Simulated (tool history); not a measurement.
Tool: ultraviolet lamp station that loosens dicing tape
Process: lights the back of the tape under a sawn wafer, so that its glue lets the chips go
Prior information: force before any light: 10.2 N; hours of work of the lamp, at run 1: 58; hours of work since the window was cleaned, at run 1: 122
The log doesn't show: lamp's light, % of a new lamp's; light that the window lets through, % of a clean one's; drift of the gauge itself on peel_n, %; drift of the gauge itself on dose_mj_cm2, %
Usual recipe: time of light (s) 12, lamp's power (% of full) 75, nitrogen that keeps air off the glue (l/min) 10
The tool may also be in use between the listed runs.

run    hour  time of light (s)  lamp's power (% of full)  nitrogen that keeps air off the glue (l/min)  hours of work of the lamp  hours of work since the window was cleaned  force that peels the tape off (N)  light that reached the tape (J/m2)
  1       0                 12                        75                                            10                         58                                         122                              1.221                                4570
  2    36.3                 12                        67                                            10                         83                                         147                              1.616                                4020
  3    71.5                 12                        67                                            10                        106                                         171                              1.681                                3920
  4   110.4                 12                        67                                            10                        133                                         197                              1.819                                3800
  5   167.3                 12                        75                                            10                        172                                         236                              1.518                                4120
        208  -- window cleaned of glue's vapour
  6     208                 12                        75                                            10                        199                                           0                              1.094                                4870
  7   266.8                 12                        75                                            10                        239                                          40                              1.166                                4730
  8   338.5                 12                        75                                            10                        288                                          89                              1.257                                4600
  9   397.7                 14                        75                                            10                        328                                         129                              0.988                                5080
 10   471.9                 14                        75                                            10                        378                                         179                                1.1                                4850
 11   539.7                 12                        75                                            10                        424                                         225                              1.685                                4000
      595.8  -- window cleaned of glue's vapour
 12   596.5                 12                        75                                             3                        463                                           0                              2.906                                4600
 13   648.6                 23                        75                                            10                        498                                          36                              0.258                                8430
 14     679                 11                        75                                            10                        519                                          57                              1.668                                3960
 15   709.6                 12                        75                                            10                        539                                          77                              1.464                                4270
 16   739.8                 12                        75                                             7                        560                                          98                              1.968                                4210
 17   805.9                 12                        75                                            10                        605                                         143                              1.645                                3940
 18   838.6                 12                        88                                            10                        627                                         165                              1.268                                4580
 19     893                 12                        88                                            10                        664                                         202                              1.335                                4420
 20   958.6                 12                        90                                            10                        709                                         247                              1.385                                4330
      986.6  -- window cleaned of glue's vapour
 21  1001.8                 12                        90                                            20                        738                                          10                              0.589                                5010
 22  1064.8                  6                        83                                             7                        780                                          53                              4.323                                2170
 23  1134.7                  6                        83                                             7                        828                                         101                              4.348                                2110
 24  1197.4                  6                        83                                             7                        871                                         143                              4.643                                1960
 25  1232.8                  6                        83                                             7                        895                                         167                              4.711                                1940
 26  1295.9                  6                        83                                             7                        938                                         210                              4.918                                1880
 27  1339.9                 12                        75                                             6                        967                                         240                              3.018                                3240
     1374.7  -- window cleaned of glue's vapour
 28  1412.3                 12                        73                                             3                       1016                                          26                              3.569                                3690
 29  1459.1                  8                        78                                            10                       1048                                          57                               3.14                                2560
 30  1520.1                 12                        62                                            10                       1090                                          99                              2.676                                2940
 31  1571.4                 12                        62                                             8                       1124                                         134                              3.051                                2820
 32  1613.3                 12                        95                                            15                       1153                                         162                              1.119                                4180
 33  1675.6                 12                        95                                            15                       1195                                         204                              1.187                                4020
 34  1734.3                 12                        79                                             8                       1235                                         244                              2.686                                3200
     1761.7  -- window cleaned of glue's vapour
 35  1777.4                 10                        93                                             8                       1264                                          11                              2.198                                3640
 36  1837.3                  9                        90                                             3                       1305                                          51                              4.324                                3030
 37  1887.6                 11                        75                                            10                       1339                                          86                              2.563                                3010
 38  1962.2                 12                        75                                            15                       1390                                         136                              2.004                                3070
     1975.4  -- lamp changed
 39  2019.6                  8                        94                                             3                         30                                         175                              3.442                                3780
 40    2084                  7                        70                                            17                         74                                         218                              2.764                                2340
     2150.9  -- window cleaned of glue's vapour
 41  2158.5                  8                        99                                             4                        124                                           5                              2.628                                4340
 42  2207.9                 10                        75                                             4                        158                                          39                              2.862                                3970

What would each run have given without the hidden state, its run-to-run variation left as it was?
run  force that peels the tape off (N)  light that reached the tape (J/m2)
  1                              0.943                                5150
  2                              1.228                                4630
  3                              1.228                                4620
  4                              1.272                                4600
  5                              0.942                                5180
  6                              0.963                                5160
  7                              0.956                                5180
  8                              0.938                                5260
  9                              0.655                                6030
 10                              0.649                                6040
 11                              0.978                                5220
 12                              2.432                                5240
 13                              0.156                                9940
 14                              1.171                                4760
 15                              0.964                                5210
 16                              1.324                                5230
 17                              0.963                                5130
 18                               0.66                                6090
 19                               0.64                                6100
 20                              0.603                                6230
 21                              0.313                                6250
 22                              3.309                                2850
 23                               3.19                                2880
 24                              3.288                                2820
 25                              3.269                                2840
 26                                3.3                                2880
 27                              1.488                                5140
 28                              2.441                                5050
 29                              1.948                                3600
 30                              1.445                                4300
 31                              1.655                                4290
 32                              0.352                                6550
 33                              0.338                                6550
 34                              1.058                                5460
 35                              1.084                                5350
 36                              2.748                                4640
 37                              1.164                                4770
 38                              0.689                                5150
 39                              2.951                                4330
 40                              2.159                                2790
 41                              2.452                                4560
 42                              2.576                                4300

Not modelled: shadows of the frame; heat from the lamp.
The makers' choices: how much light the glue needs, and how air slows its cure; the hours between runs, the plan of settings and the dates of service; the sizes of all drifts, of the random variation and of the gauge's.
